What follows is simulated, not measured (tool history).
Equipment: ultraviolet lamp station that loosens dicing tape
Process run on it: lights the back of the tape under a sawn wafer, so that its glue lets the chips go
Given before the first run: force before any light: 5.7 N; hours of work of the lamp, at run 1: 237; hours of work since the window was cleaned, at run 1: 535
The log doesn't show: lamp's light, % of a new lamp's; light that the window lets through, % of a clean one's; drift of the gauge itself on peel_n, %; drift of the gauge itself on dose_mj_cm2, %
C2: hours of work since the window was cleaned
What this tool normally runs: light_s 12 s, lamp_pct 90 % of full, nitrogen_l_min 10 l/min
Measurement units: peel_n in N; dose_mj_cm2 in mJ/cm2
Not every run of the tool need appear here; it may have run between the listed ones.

Run 1, hour 0.0: usual settings; hours of work of the lamp 237; C2 535. Result: peel_n 0.521 N, dose_mj_cm2 303 mJ/cm2.
Run 2, hour 10.5: usual settings; hours of work of the lamp 245; C2 542. Result: peel_n 0.551 N, dose_mj_cm2 301 mJ/cm2.
Run 3, hour 23.0: usual settings but lamp_pct 82 % of full; hours of work of the lamp 254; C2 551. Result: peel_n 0.626 N, dose_mj_cm2 275 mJ/cm2.
Run 4, hour 34.7: usual settings but lamp_pct 82 % of full; hours of work of the lamp 262; C2 559. Result: peel_n 0.675 N, dose_mj_cm2 273 mJ/cm2.
At hour 42.5: window cleaned of glue's vapour.
Run 5, hour 47.9: usual settings; hours of work of the lamp 271; C2 4. Result: peel_n 0.593 N, dose_mj_cm2 293 mJ/cm2.
Run 6, hour 59.2: usual settings; hours of work of the lamp 279; C2 12. Result: peel_n 0.598 N, dose_mj_cm2 292 mJ/cm2.
Run 7, hour 72.5: usual settings; hours of work of the lamp 289; C2 22. Result: peel_n 0.570 N, dose_mj_cm2 296 mJ/cm2.
Run 8, hour 78.3: usual settings; hours of work of the lamp 293; C2 26. Result: peel_n 0.594 N, dose_mj_cm2 294 mJ/cm2.
Run 9, hour 86.0: usual settings but nitrogen_l_min 4 l/min; hours of work of the lamp 299; C2 31. Result: peel_n 0.928 N, dose_mj_cm2 288 mJ/cm2.
Run 10, hour 99.3: usual settings but nitrogen_l_min 4 l/min; hours of work of the lamp 308; C2 41. Result: peel_n 0.924 N, dose_mj_cm2 289 mJ/cm2.
At hour 108.1: window cleaned of glue's vapour, once more.
Run 11, hour 109.4: usual settings but light_s 20 s, lamp_pct 62 % of full; hours of work of the lamp 315; C2 1. Result: peel_n 0.403 N, dose_mj_cm2 359 mJ/cm2.
Run 12, hour 118.6: usual settings but lamp_pct 95 % of full, nitrogen_l_min 5 l/min; hours of work of the lamp 322; C2 8. Result: peel_n 0.681 N, dose_mj_cm2 324 mJ/cm2.
Run 13, hour 131.7: usual settings but lamp_pct 71 % of full; hours of work of the lamp 331; C2 17. Result: peel_n 0.790 N, dose_mj_cm2 242 mJ/cm2.
Run 14, hour 141.4: usual settings but lamp_pct 71 % of full; hours of work of the lamp 338; C2 24. Result: peel_n 0.793 N, dose_mj_cm2 247 mJ/cm2.
Run 15, hour 148.2: usual settings but lamp_pct 79 % of full, nitrogen_l_min 6 l/min; hours of work of the lamp 343; C2 29. Result: peel_n 0.837 N, dose_mj_cm2 270 mJ/cm2.
Run 16, hour 161.7: usual settings but light_s 9 s, lamp_pct 61 % of full, nitrogen_l_min 17 l/min; hours of work of the lamp 353; C2 38. Result: peel_n 1.303 N, dose_mj_cm2 159 mJ/cm2.
Run 17, hour 168.6: usual settings but nitrogen_l_min 3 l/min; hours of work of the lamp 358; C2 43. Result: peel_n 0.972 N, dose_mj_cm2 310 mJ/cm2.
Run 18, hour 176.7: usual settings but lamp_pct 83 % of full, nitrogen_l_min 15 l/min; hours of work of the lamp 363; C2 49. Result: peel_n 0.511 N, dose_mj_cm2 284 mJ/cm2.
Run 19, hour 188.5: usual settings but light_s 9 s, nitrogen_l_min 8 l/min; hours of work of the lamp 372; C2 58. Result: peel_n 0.965 N, dose_mj_cm2 226 mJ/cm2.
Run 20, hour 199.8: usual settings but light_s 7 s, lamp_pct 86 % of full, nitrogen_l_min 9 l/min; hours of work of the lamp 380; C2 66. Result: peel_n 1.475 N, dose_mj_cm2 169 mJ/cm2.

Here are 5 independent what-if runs from the current tool condition. What would each one return?
Run A, hour 211.0: usual settings but light_s 7 s, lamp_pct 93 % of full, nitrogen_l_min 4 l/min; hours of work of the lamp 388; C2 74. Result: peel_n ?, dose_mj_cm2 ?.
Run B, hour 211.0: usual settings but light_s 18 s, lamp_pct 80 % of full, nitrogen_l_min 5 l/min; hours of work of the lamp 388; C2 74. Result: peel_n ?, dose_mj_cm2 ?.
Run C, hour 211.0: usual settings but light_s 7 s, lamp_pct 86 % of full, nitrogen_l_min 11 l/min; hours of work of the lamp 388; C2 74. Result: peel_n ?, dose_mj_cm2 ?.
Run D, hour 211.0: usual settings but light_s 10 s, lamp_pct 86 % of full, nitrogen_l_min 9 l/min; hours of work of the lamp 388; C2 74. Result: peel_n ?, dose_mj_cm2 ?.
Run E, hour 211.0: usual settings but light_s 11 s, lamp_pct 66 % of full, nitrogen_l_min 17 l/min; hours of work of the lamp 388; C2 74. Result: peel_n ?, dose_mj_cm2 ?.

run  peel_n  dose_mj_cm2
  A   1.806          182
  B   0.462          400
  C   1.367          170
  D   0.864          237
  E   0.894          202
With no hidden state in the tool, these same runs would have given:
run  peel_n  dose_mj_cm2
  A   1.516          210
  B   0.361          463
  C   1.112          197
  D   0.675          275
  E   0.698          233
